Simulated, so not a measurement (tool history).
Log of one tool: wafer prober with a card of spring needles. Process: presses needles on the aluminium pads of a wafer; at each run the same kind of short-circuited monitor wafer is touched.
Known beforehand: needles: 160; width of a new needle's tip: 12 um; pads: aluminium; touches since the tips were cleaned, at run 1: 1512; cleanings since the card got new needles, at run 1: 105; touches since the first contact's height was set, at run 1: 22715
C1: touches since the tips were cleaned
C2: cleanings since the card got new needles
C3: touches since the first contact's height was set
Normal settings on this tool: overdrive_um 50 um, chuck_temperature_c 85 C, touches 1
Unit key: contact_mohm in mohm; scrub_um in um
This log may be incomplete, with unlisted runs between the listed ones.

Run 1, hour 0.0: usual settings; C1 1512; C2 105; C3 22715. Result: contact_mohm 230 mohm, scrub_um 13.49 um.
At hour 2.0: tips cleaned on abrasive film.
At hour 11.7: tips cleaned on abrasive film.
At hour 19.5: tips cleaned on abrasive film.
At hour 29.2: tips cleaned on abrasive film.
At hour 38.9: tips cleaned on abrasive film.
At hour 48.6: tips cleaned on abrasive film.
At hour 58.3: tips cleaned on abrasive film.
Run 2, hour 59.2: usual settings; C1 180; C2 112; C3 34460. Result: contact_mohm 214 mohm, scrub_um 13.32 um.
At hour 66.9: tips cleaned on abrasive film.
At hour 76.6: tips cleaned on abrasive film.
At hour 86.3: tips cleaned on abrasive film.
At hour 96.0: tips cleaned on abrasive film.
At hour 105.7: tips cleaned on abrasive film.
At hour 115.4: tips cleaned on abrasive film.
Run 3, hour 117.3: usual settings; C1 382; C2 118; C3 46021. Result: contact_mohm 220 mohm, scrub_um 13.17 um.
At hour 125.1: tips cleaned on abrasive film.
At hour 134.8: tips cleaned on abrasive film.
At hour 144.5: tips cleaned on abrasive film.
At hour 152.2: tips cleaned on abrasive film.
At hour 161.9: tips cleaned on abrasive film.
At hour 169.7: tips cleaned on abrasive film.
Run 4, hour 171.8: usual settings; C1 413; C2 124; C3 56843. Result: contact_mohm 222 mohm, scrub_um 12.78 um.
At hour 177.6: tips cleaned on abrasive film.
At hour 187.3: tips cleaned on abrasive film.
At hour 197.0: tips cleaned on abrasive film.
At hour 206.7: tips cleaned on abrasive film.
Run 5, hour 208.4: usual settings but touches 2; C1 354; C2 128; C3 64128. Result: contact_mohm 213 mohm, scrub_um 12.81 um.
At hour 216.2: tips cleaned on abrasive film.
At hour 225.9: tips cleaned on abrasive film.
At hour 235.6: tips cleaned on abrasive film.
At hour 245.3: tips cleaned on abrasive film.
Run 6, hour 249.5: usual settings but overdrive_um 30 um; C1 838; C2 132; C3 72292. Result: contact_mohm 307 mohm, scrub_um 7.31 um.
At hour 253.4: tips cleaned on abrasive film.
At hour 263.1: tips cleaned on abrasive film.
At hour 272.8: tips cleaned on abrasive film.
At hour 282.5: tips cleaned on abrasive film.
At hour 290.3: tips cleaned on abrasive film.
At hour 300.0: tips cleaned on abrasive film.
Run 7, hour 303.9: usual settings; C1 785; C2 138; C3 83102. Result: contact_mohm 236 mohm, scrub_um 12.63 um.
At hour 307.8: tips cleaned on abrasive film.
At hour 317.5: tips cleaned on abrasive film.
At hour 327.2: tips cleaned on abrasive film.
At hour 335.0: tips cleaned on abrasive film.
At hour 344.6: tips cleaned on abrasive film.
Run 8, hour 344.6: usual settings; C1 0; C2 143; C3 91188. Result: contact_mohm 214 mohm, scrub_um 12.67 um.
At hour 352.4: tips cleaned on abrasive film.
At hour 362.1: tips cleaned on abrasive film.
At hour 369.9: tips cleaned on abrasive film.
At hour 379.6: tips cleaned on abrasive film.
At hour 389.3: tips cleaned on abrasive film.
At hour 397.0: tips cleaned on abrasive film.
At hour 406.7: tips cleaned on abrasive film.
Run 9, hour 407.5: usual settings; C1 149; C2 150; C3 103674. Result: contact_mohm 217 mohm, scrub_um 12.39 um.
At hour 415.3: tips cleaned on abrasive film.
At hour 425.0: tips cleaned on abrasive film.
At hour 434.6: tips cleaned on abrasive film.
At hour 444.3: tips cleaned on abrasive film.
At hour 454.0: tips cleaned on abrasive film.
At hour 463.7: tips cleaned on abrasive film.
At hour 469.6: tips cleaned on abrasive film, once more.
At hour 479.3: tips cleaned on abrasive film.
Run 10, hour 486.3: usual settings; C1 1418; C2 158; C3 119358. Result: contact_mohm 255 mohm, scrub_um 11.93 um.
At hour 488.4: tips cleaned on abrasive film.
At hour 498.0: tips cleaned on abrasive film.
At hour 507.7: tips cleaned on abrasive film.
At hour 515.5: tips cleaned on abrasive film.
At hour 525.2: tips cleaned on abrasive film.
At hour 533.0: tips cleaned on abrasive film.
At hour 542.7: tips cleaned on abrasive film.
Run 11, hour 545.0: usual settings; C1 471; C2 165; C3 131008. Result: contact_mohm 230 mohm, scrub_um 11.89 um.
At hour 550.9: tips cleaned on abrasive film.
At hour 560.6: tips cleaned on abrasive film.
At hour 570.3: tips cleaned on abrasive film.
At hour 580.0: tips cleaned on abrasive film.
At hour 589.7: tips cleaned on abrasive film.
At hour 597.5: tips cleaned on abrasive film.
At hour 607.1: tips cleaned on abrasive film.
Run 12, hour 611.5: usual settings but overdrive_um 57 um, chuck_temperature_c 124 C, touches 2; C1 870; C2 172; C3 144217. Result: contact_mohm 231 mohm, scrub_um 13.98 um.
At hour 615.4: tips cleaned on abrasive film.
At hour 625.1: tips cleaned on abrasive film.
At hour 634.8: tips cleaned on abrasive film.
At hour 644.5: tips cleaned on abrasive film.
At hour 652.3: tips cleaned on abrasive film.
At hour 662.0: tips cleaned on abrasive film.
Run 13, hour 663.8: usual settings but chuck_temperature_c 100 C; C1 364; C2 178; C3 154603. Result: contact_mohm 234 mohm, scrub_um 11.83 um.
At hour 671.5: tips cleaned on abrasive film.
At hour 681.2: tips cleaned on abrasive film.
At hour 690.9: tips cleaned on abrasive film.
At hour 700.6: tips cleaned on abrasive film.
Run 14, hour 701.2: usual settings but chuck_temperature_c 100 C; C1 109; C2 182; C3 162037. Result: contact_mohm 223 mohm, scrub_um 11.58 um.
At hour 708.9: tips cleaned on abrasive film.
At hour 718.6: tips cleaned on abrasive film.
At hour 728.3: tips cleaned on abrasive film.
At hour 736.1: tips cleaned on abrasive film.
At hour 745.8: tips cleaned on abrasive film.
At hour 755.5: tips cleaned on abrasive film.
At hour 765.2: tips cleaned on abrasive film.
At hour 771.3: height of the first contact set anew.
At hour 775.2: tips cleaned on abrasive film.
Run 15, hour 777.6: usual settings but chuck_temperature_c 100 C; C1 491; C2 190; C3 1262. Result: contact_mohm 231 mohm, scrub_um 13.96 um.
At hour 783.5: tips cleaned on abrasive film.
At hour 791.3: tips cleaned on abrasive film.
At hour 800.9: tips cleaned on abrasive film.
At hour 810.6: tips cleaned on abrasive film.
At hour 818.4: tips cleaned on abrasive film.
At hour 828.1: tips cleaned on abrasive film.
Run 16, hour 834.4: usual settings but chuck_temperature_c 31 C; C1 1256; C2 196; C3 12539. Result: contact_mohm 228 mohm, scrub_um 13.64 um.
At hour 836.4: tips cleaned on abrasive film.
At hour 844.2: tips cleaned on abrasive film.
At hour 853.9: tips cleaned on abrasive film.
At hour 863.6: tips cleaned on abrasive film.
At hour 873.2: tips cleaned on abrasive film.
At hour 881.0: tips cleaned on abrasive film.
At hour 890.7: tips cleaned on abrasive film.
At hour 898.5: tips cleaned on abrasive film.
At hour 908.2: tips cleaned on abrasive film.
Run 17, hour 915.1: usual settings but chuck_temperature_c 31 C; C1 1388; C2 205; C3 28577. Result: contact_mohm 235 mohm, scrub_um 13.26 um.
At hour 917.1: tips cleaned on abrasive film.
At hour 926.8: tips cleaned on abrasive film.
At hour 936.5: tips cleaned on abrasive film.
At hour 946.2: tips cleaned on abrasive film.
At hour 955.9: tips cleaned on abrasive film.
Run 18, hour 956.7: usual settings but overdrive_um 37 um; C1 169; C2 210; C3 36841. Result: contact_mohm 247 mohm, scrub_um 9.72 um.
At hour 964.5: tips cleaned on abrasive film.
At hour 972.3: tips cleaned on abrasive film.
At hour 984.3: card fitted with new needles.
At hour 994.0: tips cleaned on abrasive film.
At hour 1003.7: tips cleaned on abrasive film.
At hour 1013.4: tips cleaned on abrasive film.
At hour 1023.0: tips cleaned on abrasive film.
Run 19, hour 1030.5: usual settings but overdrive_um 46 um, touches 2; C1 1500; C2 4; C3 9210. Result: contact_mohm 213 mohm, scrub_um 12.46 um.
At hour 1032.5: tips cleaned on abrasive film.
At hour 1040.3: tips cleaned on abrasive film.
At hour 1050.0: tips cleaned on abrasive film.
At hour 1059.7: tips cleaned on abrasive film.
At hour 1069.4: tips cleaned on abrasive film.
At hour 1079.1: tips cleaned on abrasive film.
At hour 1088.8: tips cleaned on abrasive film.
Run 20, hour 1095.2: usual settings but overdrive_um 33 um, chuck_temperature_c 96 C, touches 2; C1 1289; C2 11; C3 22064. Result: contact_mohm 233 mohm, scrub_um 8.75 um.
At hour 1097.2: tips cleaned on abrasive film.
At hour 1106.9: tips cleaned on abrasive film.
At hour 1116.6: tips cleaned on abrasive film.
At hour 1124.4: tips cleaned on abrasive film.
At hour 1134.1: tips cleaned on abrasive film.
Run 21, hour 1137.9: usual settings but overdrive_um 33 um, chuck_temperature_c 96 C, touches 2; C1 758; C2 16; C3 30534. Result: contact_mohm 225 mohm, scrub_um 8.51 um.
At hour 1143.7: tips cleaned on abrasive film.
At hour 1153.4: tips cleaned on abrasive film.
At hour 1163.1: tips cleaned on abrasive film.
At hour 1172.8: tips cleaned on abrasive film.
At hour 1182.5: tips cleaned on abrasive film.
At hour 1192.2: tips cleaned on abrasive film.
At hour 1201.9: tips cleaned on abrasive film.
At hour 1211.6: tips cleaned on abrasive film.
Run 22, hour 1212.8: usual settings but chuck_temperature_c 38 C; C1 242; C2 24; C3 45425. Result: contact_mohm 196 mohm, scrub_um 13.24 um.

3 options for the next run, each taken on its own from the tool as it stands now. Forecast them:
At hour 1220.6: tips cleaned on abrasive film.
At hour 1230.2: tips cleaned on abrasive film.
At hour 1238.0: tips cleaned on abrasive film.
At hour 1247.7: tips cleaned on abrasive film.
At hour 1255.5: tips cleaned on abrasive film.
At hour 1265.2: tips cleaned on abrasive film.
At hour 1274.9: tips cleaned on abrasive film.
At hour 1284.6: tips cleaned on abrasive film.
Run A, hour 1291.3: usual settings but overdrive_um 49 um, chuck_temperature_c 57 C; C1 1345; C2 32; C3 61034. Result: contact_mohm ?, scrub_um ?.
At hour 1220.6: tips cleaned on abrasive film.
At hour 1230.2: tips cleaned on abrasive film.
At hour 1238.0: tips cleaned on abrasive film.
At hour 1247.7: tips cleaned on abrasive film.
At hour 1255.5: tips cleaned on abrasive film.
At hour 1265.2: tips cleaned on abrasive film.
At hour 1274.9: tips cleaned on abrasive film.
At hour 1284.6: tips cleaned on abrasive film.
Run B, hour 1291.3: usual settings; C1 1345; C2 32; C3 61034. Result: contact_mohm ?, scrub_um ?.
At hour 1220.6: tips cleaned on abrasive film.
At hour 1230.2: tips cleaned on abrasive film.
At hour 1238.0: tips cleaned on abrasive film.
At hour 1247.7: tips cleaned on abrasive film.
At hour 1255.5: tips cleaned on abrasive film.
At hour 1265.2: tips cleaned on abrasive film.
At hour 1274.9: tips cleaned on abrasive film.
At hour 1284.6: tips cleaned on abrasive film.
Run C, hour 1291.3: usual settings but overdrive_um 58 um, chuck_temperature_c 27 C, touches 3; C1 1345; C2 32; C3 61034. Result: contact_mohm ?, scrub_um ?.

run  contact_mohm  scrub_um
  A           211     12.69
  B           217     13.01
  C           190     15.15
Take away the tool's hidden state, keep each run's random variation, and the runs would have read:
run  contact_mohm  scrub_um
  A           188     13.45
  B           196     13.77
  C           183     15.90
